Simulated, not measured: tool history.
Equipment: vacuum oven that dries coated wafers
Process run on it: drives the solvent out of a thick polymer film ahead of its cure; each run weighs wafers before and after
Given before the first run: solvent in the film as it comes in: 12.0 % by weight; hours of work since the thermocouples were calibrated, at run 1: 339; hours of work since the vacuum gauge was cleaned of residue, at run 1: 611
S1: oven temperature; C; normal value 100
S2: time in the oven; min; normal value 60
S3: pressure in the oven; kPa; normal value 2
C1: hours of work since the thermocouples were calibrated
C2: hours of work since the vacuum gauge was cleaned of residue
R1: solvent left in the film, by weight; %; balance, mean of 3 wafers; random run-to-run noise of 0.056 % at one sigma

Run 1, hour 0: usual settings; C1 339; C2 611. Result: R1 3.29 %.
Run 2, hour 12.7: usual settings; C1 347; C2 619. Result: R1 3.26 %.
Run 3, hour 34.7: usual settings but S1 104 C; C1 361; C2 633. Result: R1 2.47 %.
Run 4, hour 61.3: usual settings but S1 104 C; C1 378; C2 651. Result: R1 2.47 %.
Run 5, hour 78.7: usual settings but S1 104 C; C1 390; C2 662. Result: R1 2.56 %.
Run 6, hour 100: usual settings but S1 104 C; C1 403; C2 676. Result: R1 2.44 %.
Run 7, hour 112.6: usual settings; C1 411; C2 684. Result: R1 3.26 %.
Run 8, hour 127.7: usual settings but S1 92 C; C1 421; C2 694. Result: R1 5.4 %.
Run 9, hour 141.5: usual settings but S2 80 min; C1 430; C2 702. Result: R1 2.79 %.
Run 10, hour 157.8: usual settings; C1 441; C2 713. Result: R1 3.35 %.
Run 11, hour 179.4: usual settings; C1 455; C2 727. Result: R1 3.28 %.
Run 12, hour 196: usual settings but S2 43 min; C1 465; C2 738. Result: R1 4.27 %.
Run 13, hour 208.5: usual settings but S3 2.99 kPa; C1 473; C2 746. Result: R1 4.12 %.
Run 14, hour 226.7: usual settings but S3 2.99 kPa; C1 485; C2 757. Result: R1 4 %.
Run 15, hour 254.2: usual settings but S3 2.99 kPa; C1 503; C2 775. Result: R1 4.13 %.
Run 16, hour 277: usual settings but S3 2.99 kPa; C1 518; C2 790. Result: R1 4.16 %.
Run 17, hour 295.2: usual settings but S3 2.99 kPa; C1 529; C2 802. Result: R1 4.19 %.
Run 18, hour 313.1: usual settings but S1 95 C, S3 2.99 kPa; C1 541; C2 813. Result: R1 5.5 %.
Run 19, hour 337.1: usual settings; C1 556; C2 829. Result: R1 3.38 %.
Run 20, hour 358.8: usual settings but S1 85 C, S2 49 min, S3 1.17 kPa; C1 570; C2 843. Result: R1 6.99 %.
Run 21, hour 383.4: usual settings but S1 87 C, S2 38 min, S3 4.47 kPa; C1 586; C2 859. Result: R1 9.77 %.
Run 22, hour 410.1: usual settings but S2 45 min, S3 1.11 kPa; C1 604; C2 876. Result: R1 3.32 %.
Run 23, hour 437.5: usual settings but S1 112 C, S2 40 min, S3 1.11 kPa; C1 621; C2 894. Result: R1 1.34 %.
Run 24, hour 460.7: usual settings but S1 90 C, S3 6.54 kPa; C1 636; C2 909. Result: R1 10.01 %.

Estimate the outcome of run 25 from the log above:
Run 25, hour 477.6: usual settings but S3 1.1 kPa; C1 647; C2 919. Result: R1 ?.

R1: 2.51 %
Minus the tool's unlogged condition, the same run would have read R1 2.45 %.
